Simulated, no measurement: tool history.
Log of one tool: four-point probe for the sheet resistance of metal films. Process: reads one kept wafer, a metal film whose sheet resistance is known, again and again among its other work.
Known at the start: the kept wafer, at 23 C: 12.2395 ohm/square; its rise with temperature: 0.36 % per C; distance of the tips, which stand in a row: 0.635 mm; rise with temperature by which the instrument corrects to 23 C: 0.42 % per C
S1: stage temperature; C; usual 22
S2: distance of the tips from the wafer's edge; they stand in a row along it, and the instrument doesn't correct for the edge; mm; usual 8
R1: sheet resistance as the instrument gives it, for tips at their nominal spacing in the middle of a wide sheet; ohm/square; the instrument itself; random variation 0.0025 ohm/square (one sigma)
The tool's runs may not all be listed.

Run 1, day 0: usual settings. Result: R1 12.293846 ohm/square.
Run 2, day 3.029: usual settings. Result: R1 12.292596 ohm/square.
Run 3, day 5.158: usual settings. Result: R1 12.290268 ohm/square.
Run 4, day 8.133: usual settings but S2 26 mm. Result: R1 12.252413 ohm/square.
Run 5, day 9.896: usual settings but S2 26 mm. Result: R1 12.25616 ohm/square.
Run 6, day 12.9: usual settings but S2 26 mm. Result: R1 12.256099 ohm/square.
Run 7, day 15.825: usual settings but S1 23 C, S2 26 mm. Result: R1 12.249528 ohm/square.
Run 8, day 17.212: usual settings. Result: R1 12.293651 ohm/square.
Run 9, day 19.162: usual settings. Result: R1 12.292911 ohm/square.
Run 10, day 21.121: usual settings. Result: R1 12.295772 ohm/square.
Run 11, day 23.983: usual settings. Result: R1 12.294912 ohm/square.
Run 12, day 25.338: usual settings. Result: R1 12.297075 ohm/square.
Run 13, day 26.988: usual settings. Result: R1 12.295988 ohm/square.
Run 14, day 28.6: usual settings but S2 7 mm. Result: R1 12.310648 ohm/square.
Run 15, day 30.312: usual settings but S2 7 mm. Result: R1 12.311322 ohm/square.
At day 32.762: stage's thermometer calibrated.
Run 16, day 33.412: usual settings but S2 7 mm. Result: R1 12.344949 ohm/square.
Run 17, day 35.762: usual settings. Result: R1 12.334367 ohm/square.
Run 18, day 38.208: usual settings. Result: R1 12.332646 ohm/square.
Run 19, day 39.825: usual settings but S2 32 mm. Result: R1 12.296649 ohm/square.
Run 20, day 42.021: usual settings but S1 34 C. Result: R1 12.248412 ohm/square.
Run 21, day 44.446: usual settings but S1 34 C. Result: R1 12.252541 ohm/square.
Run 22, day 47.404: usual settings but S1 20 C. Result: R1 12.346142 ohm/square.
Run 23, day 49.529: usual settings but S1 20 C. Result: R1 12.351608 ohm/square.
Run 24, day 51.712: usual settings but S1 35 C, S2 3 mm. Result: R1 12.494546 ohm/square.
Run 25, day 53.262: usual settings but S1 30 C, S2 16 mm. Result: R1 12.249975 ohm/square.
Run 26, day 54.7: usual settings but S1 23 C, S2 16 mm. Result: R1 12.298433 ohm/square.
Run 27, day 57.571: usual settings but S2 3 mm. Result: R1 12.586892 ohm/square.
Run 28, day 60.588: usual settings but S2 3 mm. Result: R1 12.58636 ohm/square.
Run 29, day 62.35: usual settings but S1 19 C, S2 14 mm. Result: R1 12.337156 ohm/square.
Run 30, day 63.888: usual settings but S1 24 C, S2 4 mm. Result: R1 12.447992 ohm/square.
Run 31, day 65.317: usual settings but S1 33 C, S2 4 mm. Result: R1 12.381877 ohm/square.
Run 32, day 66.583: usual settings but S1 33 C, S2 13 mm. Result: R1 12.235105 ohm/square.
Run 33, day 68.442: usual settings but S1 19 C, S2 10 mm. Result: R1 12.343701 ohm/square.
Run 34, day 70.908: usual settings but S1 19 C, S2 4 mm. Result: R1 12.483309 ohm/square.
Run 35, day 73.271: usual settings but S2 5 mm. Result: R1 12.406505 ohm/square.
Run 36, day 75.221: usual settings but S1 23 C. Result: R1 12.33237 ohm/square.
Run 37, day 77.262: usual settings but S1 27 C, S2 33 mm. Result: R1 12.263112 ohm/square.
Run 38, day 79.862: usual settings but S1 18 C. Result: R1 12.371214 ohm/square.
Run 39, day 82.354: usual settings but S1 18 C. Result: R1 12.369125 ohm/square.
Run 40, day 85.262: usual settings but S1 18 C. Result: R1 12.376283 ohm/square.
Run 41, day 87.696: usual settings but S1 30 C, S2 7 mm. Result: R1 12.301118 ohm/square.
Run 42, day 90.562: usual settings but S1 35 C, S2 6 mm. Result: R1 12.290609 ohm/square.
Run 43, day 93.5: usual settings but S1 20 C, S2 29 mm. Result: R1 12.320167 ohm/square.
Run 44, day 95.962: usual settings but S1 29 C, S2 40 mm. Result: R1 12.252317 ohm/square.

Some steps in R1 between neighbouring runs. How much of each would the tool show without its hidden state too (settings, what came in, random variation), and how much is left for the hidden state, with any gauge scatter that isn't in both results?
The hidden state here: inner tips' distance over the nominal, %; tips' flats over new ones', %; wafer's true temperature over the reading, C; drift of the gauge itself on sheet_ohm, %.
Run 15 -> 16: stage's thermometer calibrated. R1 +0.033627 ohm/square: hidden state +0.035776, all else -0.002149.
Run 24 -> 25: S1 35 -> 30, S2 3 -> 16. R1 -0.244571 ohm/square: hidden state -0.000633, all else -0.243938.
Run 26 -> 27: S1 23 -> 22, S2 16 -> 3. R1 +0.288459 ohm/square: hidden state +0.001503, all else +0.286956.
Run 28 -> 29: S1 22 -> 19, S2 3 -> 14. R1 -0.249204 ohm/square: hidden state -0.000688, all else -0.248516.
Run 33 -> 34: S2 10 -> 4. R1 +0.139608 ohm/square: hidden state +0.000986, all else +0.138622.

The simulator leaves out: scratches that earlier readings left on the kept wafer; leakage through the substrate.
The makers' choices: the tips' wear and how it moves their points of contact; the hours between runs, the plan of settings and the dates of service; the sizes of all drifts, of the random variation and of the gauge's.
